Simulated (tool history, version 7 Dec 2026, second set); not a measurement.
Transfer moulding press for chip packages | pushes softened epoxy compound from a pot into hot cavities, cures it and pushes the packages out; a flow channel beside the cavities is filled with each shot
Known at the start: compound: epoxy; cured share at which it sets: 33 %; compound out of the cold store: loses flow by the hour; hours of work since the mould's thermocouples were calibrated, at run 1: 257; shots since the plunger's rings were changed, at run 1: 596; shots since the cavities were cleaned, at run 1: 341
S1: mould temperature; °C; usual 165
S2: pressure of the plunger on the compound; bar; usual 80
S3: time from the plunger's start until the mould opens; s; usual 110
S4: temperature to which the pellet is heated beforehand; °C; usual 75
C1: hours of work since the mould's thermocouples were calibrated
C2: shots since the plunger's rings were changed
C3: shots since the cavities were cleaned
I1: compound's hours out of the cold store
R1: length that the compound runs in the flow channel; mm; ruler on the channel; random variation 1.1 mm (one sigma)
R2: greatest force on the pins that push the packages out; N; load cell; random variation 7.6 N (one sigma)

Run 1, hour 0: usual settings; C1 257; C2 596; C3 341; I1 38.6. Result: R1 554 mm, R2 469 N.
At hour 17: cavities cleaned with cleaning compound and waxed.
Run 2, hour 30: usual settings; C1 278; C2 978; C3 174; I1 27.8. Result: R1 571 mm, R2 417 N.
At hour 58.5: cavities cleaned with cleaning compound and waxed.
Run 3, hour 59.7: usual settings; C1 299; C2 1357; C3 16; I1 10.6. Result: R1 609 mm, R2 359 N.
At hour 94: mould's thermocouples calibrated.
Run 4, hour 95.6: usual settings but S3 131 s; C1 1; C2 1812; C3 471; I1 8.6. Result: R1 609 mm, R2 478 N.
At hour 102.7: cavities cleaned with cleaning compound and waxed.
At hour 143.1: cavities cleaned with cleaning compound and waxed.
Run 5, hour 143.1: usual settings but S3 131 s; C1 34; C2 2409; C3 0; I1 14.8. Result: R1 593 mm, R2 305 N.
At hour 182.7: cavities cleaned with cleaning compound and waxed.
Run 6, hour 199.6: usual settings but S3 131 s; C1 75; C2 3146; C3 226; I1 32.4. Result: R1 553 mm, R2 389 N.
At hour 224.1: cavities cleaned with cleaning compound and waxed.
Run 7, hour 227.2: usual settings but S3 131 s; C1 94; C2 3497; C3 42; I1 25.1. Result: R1 568 mm, R2 320 N.
At hour 265.5: cavities cleaned with cleaning compound and waxed.
Run 8, hour 267.4: usual settings; C1 122; C2 4017; C3 26; I1 32.9. Result: R1 551 mm, R2 363 N.
Run 9, hour 294.2: usual settings; C1 142; C2 4376; C3 385; I1 12. Result: R1 589 mm, R2 568 N.
At hour 306: cavities cleaned with cleaning compound and waxed.
At hour 326.1: mould's thermocouples calibrated, once more.
Run 10, hour 343: usual settings but S2 99.9 bar; C1 12; C2 4984; C3 471; I1 40.1. Result: R1 592 mm, R2 509 N.
At hour 352.5: cavities cleaned with cleaning compound and waxed.
At hour 366.5: plunger's sealing rings changed.
Run 11, hour 373.6: usual settings; C1 32; C2 96; C3 251; I1 31.7. Result: R1 566 mm, R2 442 N.
At hour 395.5: cavities cleaned with cleaning compound and waxed.
Run 12, hour 421.1: usual settings; C1 66; C2 712; C3 342; I1 47.1. Result: R1 534 mm, R2 487 N.
At hour 438.5: cavities cleaned with cleaning compound and waxed.
At hour 478.6: cavities cleaned with cleaning compound and waxed.
Run 13, hour 478.6: usual settings; C1 106; C2 1444; C3 0; I1 26.5. Result: R1 571 mm, R2 344 N.
Run 14, hour 502: usual settings but S1 172 °C, S2 68 bar, S4 81 °C; C1 123; C2 1757; C3 313; I1 33.8. Result: R1 499 mm, R2 397 N.
At hour 521: cavities cleaned with cleaning compound and waxed.
Run 15, hour 553.7: usual settings but S1 168 °C, S2 86.2 bar, S3 109 s, S4 81 °C; C1 160; C2 2432; C3 439; I1 8.8. Result: R1 624 mm, R2 484 N.
At hour 563.8: cavities cleaned with cleaning compound and waxed.
Run 16, hour 579: usual settings but S1 168 °C, S2 86.2 bar, S3 109 s, S4 81 °C; C1 178; C2 2751; C3 204; I1 43.6. Result: R1 546 mm, R2 393 N.
At hour 606: cavities cleaned with cleaning compound and waxed.
Run 17, hour 614.8: usual settings but S1 168 °C, S2 86.2 bar, S3 109 s, S4 81 °C; C1 203; C2 3211; C3 118; I1 23.9. Result: R1 585 mm, R2 358 N.
At hour 647.7: cavities cleaned with cleaning compound and waxed.
Run 18, hour 647.7: usual settings but S1 168 °C, S2 86.2 bar, S3 109 s, S4 81 °C; C1 226; C2 3632; C3 0; I1 32.1. Result: R1 566 mm, R2 305 N.
Run 19, hour 671.3: usual settings but S2 95.6 bar, S4 65 °C; C1 244; C2 3949; C3 317; I1 15.4. Result: R1 639 mm, R2 514 N.
At hour 691.1: cavities cleaned with cleaning compound and waxed.
Run 20, hour 726.3: usual settings but S2 95.6 bar, S4 65 °C; C1 283; C2 4667; C3 472; I1 18.6. Result: R1 627 mm, R2 560 N.
At hour 732: cavities cleaned with cleaning compound and waxed.
Run 21, hour 759: usual settings but S1 171 °C, S2 85.5 bar, S4 65 °C; C1 306; C2 5086; C3 363; I1 23.4. Result: R1 572 mm, R2 436 N.
At hour 771.1: plunger's sealing rings changed.
At hour 777.8: cavities cleaned with cleaning compound and waxed.
At hour 787.8: mould's thermocouples calibrated.
Run 22, hour 811.3: usual settings but S1 171 °C, S2 85.5 bar, S4 65 °C; C1 17; C2 492; C3 423; I1 19.9. Result: R1 597 mm, R2 444 N.
At hour 822.4: cavities cleaned with cleaning compound and waxed.
At hour 863.2: cavities cleaned with cleaning compound and waxed.
Run 23, hour 865.2: usual settings but S1 171 °C, S2 84.2 bar, S3 125 s, S4 74 °C; C1 55; C2 1175; C3 27; I1 8.8. Result: R1 613 mm, R2 302 N.
At hour 904.8: cavities cleaned with cleaning compound and waxed.
Run 24, hour 908.1: usual settings but S1 171 °C, S2 84.2 bar, S3 125 s, S4 74 °C; C1 85; C2 1731; C3 45; I1 13. Result: R1 603 mm, R2 296 N.
At hour 947.5: cavities cleaned with cleaning compound and waxed.
Run 25, hour 952.8: usual settings but S1 171 °C, S4 79 °C; C1 117; C2 2310; C3 71; I1 12.3. Result: R1 586 mm, R2 338 N.

Hidden state at the last listed run before each entry between runs and at the first one after, where it differs:
Between runs 1 and 2: cavities cleaned with cleaning compound and waxed (hour 17)
  true mould temperature over the reading, C: -0.69 -> -0.73; pressure that reaches the compound, % of what is set: 99.07 -> 98.51; grip of the stained cavities, % over clean ones': 46 -> 24
  measured less the result without the state, R1: -1 -> -3 mm; R2: +157 -> +91 N
Between runs 2 and 3: cavities cleaned with cleaning compound and waxed (hour 58.5)
  true mould temperature over the reading, C: -0.73 -> -0.77; pressure that reaches the compound, % of what is set: 98.51 -> 97.92; grip of the stained cavities, % over clean ones': 24 -> 4.7
  measured less the result without the state, R1: -3 -> -5 mm; R2: +91 -> +29 N
Between runs 3 and 4: mould's thermocouples calibrated (hour 94)
  true mould temperature over the reading, C: -0.77 -> -1.37; pressure that reaches the compound, % of what is set: 97.92 -> 97.27; grip of the stained cavities, % over clean ones': 4.7 -> 55.7
  measured less the result without the state, R1: -5 -> -6 mm; R2: +29 -> +180 N
Between runs 4 and 5: cavities cleaned with cleaning compound and waxed (hour 102.7); cavities cleaned with cleaning compound and waxed (hour 143.1)
  true mould temperature over the reading, C: -1.37 -> -1.44; pressure that reaches the compound, % of what is set: 97.27 -> 96.33; grip of the stained cavities, % over clean ones': 55.7 -> 1
  measured less the result without the state, R1: -6 -> -9 mm; R2: +180 -> +11 N
Between runs 5 and 6: cavities cleaned with cleaning compound and waxed (hour 182.7)
  true mould temperature over the reading, C: -1.44 -> -1.51; pressure that reaches the compound, % of what is set: 96.33 -> 95.25; grip of the stained cavities, % over clean ones': 1 -> 31.9
  measured less the result without the state, R1: -9 -> -11 mm; R2: +11 -> +101 N
Between runs 6 and 7: cavities cleaned with cleaning compound and waxed (hour 224.1)
  true mould temperature over the reading, C: -1.51 -> -1.55; pressure that reaches the compound, % of what is set: 95.25 -> 94.72; grip of the stained cavities, % over clean ones': 31.9 -> 6.9
  measured less the result without the state, R1: -11 -> -13 mm; R2: +101 -> +28 N
Between runs 7 and 8: cavities cleaned with cleaning compound and waxed (hour 265.5)
  true mould temperature over the reading, C: -1.55 -> -1.61; pressure that reaches the compound, % of what is set: 94.72 -> 93.96; grip of the stained cavities, % over clean ones': 6.9 -> 6.3
  measured less the result without the state, R1: -13 -> -15 mm; R2: +28 -> +46 N
Between runs 9 and 10: cavities cleaned with cleaning compound and waxed (hour 306); mould's thermocouples calibrated, once more (hour 326.1)
  true mould temperature over the reading, C: -1.65 -> -0.27; pressure that reaches the compound, % of what is set: 93.44 -> 92.55; grip of the stained cavities, % over clean ones': 52.8 -> 53.2
  measured less the result without the state, R1: -17 -> -23 mm; R2: +223 -> +180 N
Between runs 10 and 11: cavities cleaned with cleaning compound and waxed (hour 352.5); plunger's sealing rings changed (hour 366.5)
  true mould temperature over the reading, C: -0.27 -> -0.31; pressure that reaches the compound, % of what is set: 92.55 -> 99.57; grip of the stained cavities, % over clean ones': 53.2 -> 35.2
  measured less the result without the state, R1: -23 -> -1 mm; R2: +180 -> +118 N
Between runs 11 and 12: cavities cleaned with cleaning compound and waxed (hour 395.5)
  true mould temperature over the reading, C: -0.31 -> -0.37; pressure that reaches the compound, % of what is set: 99.57 -> 98.72; grip of the stained cavities, % over clean ones': 35.2 -> 48.2
  measured less the result without the state, R1: -1 -> -3 mm; R2: +118 -> +163 N
Between runs 12 and 13: cavities cleaned with cleaning compound and waxed (hour 438.5); cavities cleaned with cleaning compound and waxed (hour 478.6)
  true mould temperature over the reading, C: -0.37 -> -0.45; pressure that reaches the compound, % of what is set: 98.72 -> 97.64; grip of the stained cavities, % over clean ones': 48.2 -> 3.2
  measured less the result without the state, R1: -3 -> -6 mm; R2: +163 -> +17 N
Between runs 14 and 15: cavities cleaned with cleaning compound and waxed (hour 521)
  true mould temperature over the reading, C: -0.48 -> -0.55; pressure that reaches the compound, % of what is set: 97.16 -> 96.1; grip of the stained cavities, % over clean ones': 42.3 -> 56.4
  measured less the result without the state, R1: -7 -> -12 mm; R2: +119 -> +178 N
Between runs 15 and 16: cavities cleaned with cleaning compound and waxed (hour 563.8)
  true mould temperature over the reading, C: -0.55 -> -0.59; pressure that reaches the compound, % of what is set: 96.1 -> 95.58; grip of the stained cavities, % over clean ones': 56.4 -> 31.7
  measured less the result without the state, R1: -12 -> -12 mm; R2: +178 -> +100 N
Between runs 16 and 17: cavities cleaned with cleaning compound and waxed (hour 606)
  true mould temperature over the reading, C: -0.59 -> -0.64; pressure that reaches the compound, % of what is set: 95.58 -> 94.9; grip of the stained cavities, % over clean ones': 31.7 -> 17.8
  measured less the result without the state, R1: -12 -> -15 mm; R2: +100 -> +59 N
Between runs 17 and 18: cavities cleaned with cleaning compound and waxed (hour 647.7)
  true mould temperature over the reading, C: -0.64 -> -0.68; pressure that reaches the compound, % of what is set: 94.9 -> 94.23; grip of the stained cavities, % over clean ones': 17.8 -> 1.5
  measured less the result without the state, R1: -15 -> -16 mm; R2: +59 -> +9 N
Between runs 19 and 20: cavities cleaned with cleaning compound and waxed (hour 691.1)
  true mould temperature over the reading, C: -0.72 -> -0.79; pressure that reaches the compound, % of what is set: 93.77 -> 92.68; grip of the stained cavities, % over clean ones': 43.5 -> 61.7
  measured less the result without the state, R1: -19 -> -22 mm; R2: +168 -> +226 N
Between runs 20 and 21: cavities cleaned with cleaning compound and waxed (hour 732)
  true mould temperature over the reading, C: -0.79 -> -0.84; pressure that reaches the compound, % of what is set: 92.68 -> 92.02; grip of the stained cavities, % over clean ones': 61.7 -> 48.2
  measured less the result without the state, R1: -22 -> -22 mm; R2: +226 -> +144 N
Between runs 21 and 22: plunger's sealing rings changed (hour 771.1); cavities cleaned with cleaning compound and waxed (hour 777.8); mould's thermocouples calibrated (hour 787.8)
  true mould temperature over the reading, C: -0.84 -> -0.17; pressure that reaches the compound, % of what is set: 92.02 -> 98.6; grip of the stained cavities, % over clean ones': 48.2 -> 55.7
  measured less the result without the state, R1: -22 -> -4 mm; R2: +144 -> +160 N
Between runs 22 and 23: cavities cleaned with cleaning compound and waxed (hour 822.4); cavities cleaned with cleaning compound and waxed (hour 863.2)
  true mould temperature over the reading, C: -0.17 -> -0.25; pressure that reaches the compound, % of what is set: 98.6 -> 97.53; grip of the stained cavities, % over clean ones': 55.7 -> 6.4
  measured less the result without the state, R1: -4 -> -7 mm; R2: +160 -> +18 N
Between runs 23 and 24: cavities cleaned with cleaning compound and waxed (hour 904.8)
  true mould temperature over the reading, C: -0.25 -> -0.31; pressure that reaches the compound, % of what is set: 97.53 -> 96.71; grip of the stained cavities, % over clean ones': 6.4 -> 6.2
  measured less the result without the state, R1: -7 -> -9 mm; R2: +18 -> +18 N
Between runs 24 and 25: cavities cleaned with cleaning compound and waxed (hour 947.5)
  true mould temperature over the reading, C: -0.31 -> -0.37; pressure that reaches the compound, % of what is set: 96.71 -> 95.83; grip of the stained cavities, % over clean ones': 6.2 -> 13.4
  measured less the result without the state, R1: -9 -> -12 mm; R2: +18 -> +41 N
